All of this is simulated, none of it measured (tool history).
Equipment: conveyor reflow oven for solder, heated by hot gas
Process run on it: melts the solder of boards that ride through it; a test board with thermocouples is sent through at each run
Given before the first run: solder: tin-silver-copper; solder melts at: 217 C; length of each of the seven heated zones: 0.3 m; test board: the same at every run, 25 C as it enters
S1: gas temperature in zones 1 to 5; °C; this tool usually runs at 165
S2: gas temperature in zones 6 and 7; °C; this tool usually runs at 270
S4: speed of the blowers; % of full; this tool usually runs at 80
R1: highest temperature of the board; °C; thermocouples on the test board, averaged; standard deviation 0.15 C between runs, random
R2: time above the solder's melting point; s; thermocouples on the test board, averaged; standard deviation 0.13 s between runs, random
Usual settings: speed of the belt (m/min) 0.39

Run 1, hour 0: usual settings. Result: R1 259.7 °C, R2 73.6 s.
Run 2, hour 21.3: usual settings. Result: R1 259.6 °C, R2 73.7 s.
Run 3, hour 42: usual settings. Result: R1 259.5 °C, R2 73.6 s.
Run 4, hour 54.1: usual settings. Result: R1 259.6 °C, R2 73.9 s.
Run 5, hour 79.5: usual settings. Result: R1 259.7 °C, R2 73.6 s.
Run 6, hour 99.9: usual settings but speed of the belt (m/min) 0.311. Result: R1 264.6 °C, R2 98.7 s.
Run 7, hour 113.8: usual settings but S1 168 °C, speed of the belt (m/min) 0.43. Result: R1 257 °C, R2 65.2 s.
At hour 119.1: belt drive overhauled, speed set with a stopwatch.
Run 8, hour 135.5: usual settings but S1 168 °C, speed of the belt (m/min) 0.43. Result: R1 257.4 °C, R2 65.4 s.
Run 9, hour 147.6: usual settings but S1 168 °C, speed of the belt (m/min) 0.43. Result: R1 257.1 °C, R2 65.2 s.
Run 10, hour 164.7: usual settings but S1 153 °C, speed of the belt (m/min) 0.375. Result: R1 259.1 °C, R2 72.4 s.
Run 11, hour 183.4: usual settings but S1 159 °C, S2 281 °C, speed of the belt (m/min) 0.405, S4 81 % of full. Result: R1 268.3 °C, R2 73.4 s.

Alternative continuations, all from the tool just after run 11; predict every row:
Run A, hour 196.4: usual settings but S1 162 °C, S2 281 °C, speed of the belt (m/min) 0.405, S4 81 % of full. Result: R1 ?, R2 ?.
Run B, hour 196.4: usual settings but S1 180 °C, S2 281 °C, speed of the belt (m/min) 0.393, S4 50 % of full. Result: R1 ?, R2 ?.
Run C, hour 196.4: usual settings but S1 162 °C, S2 281 °C, S4 86 % of full. Result: R1 ?, R2 ?.

run     R1    R2
  A  268.4  74.5
  B  265.5  81.7
  C    270  79.2
The same runs, with their run-to-run variation unchanged, on a tool lacking any hidden condition would have given:
run     R1    R2
  A  269.8  75.2
  B  266.2  81.8
  C  271.3  79.8

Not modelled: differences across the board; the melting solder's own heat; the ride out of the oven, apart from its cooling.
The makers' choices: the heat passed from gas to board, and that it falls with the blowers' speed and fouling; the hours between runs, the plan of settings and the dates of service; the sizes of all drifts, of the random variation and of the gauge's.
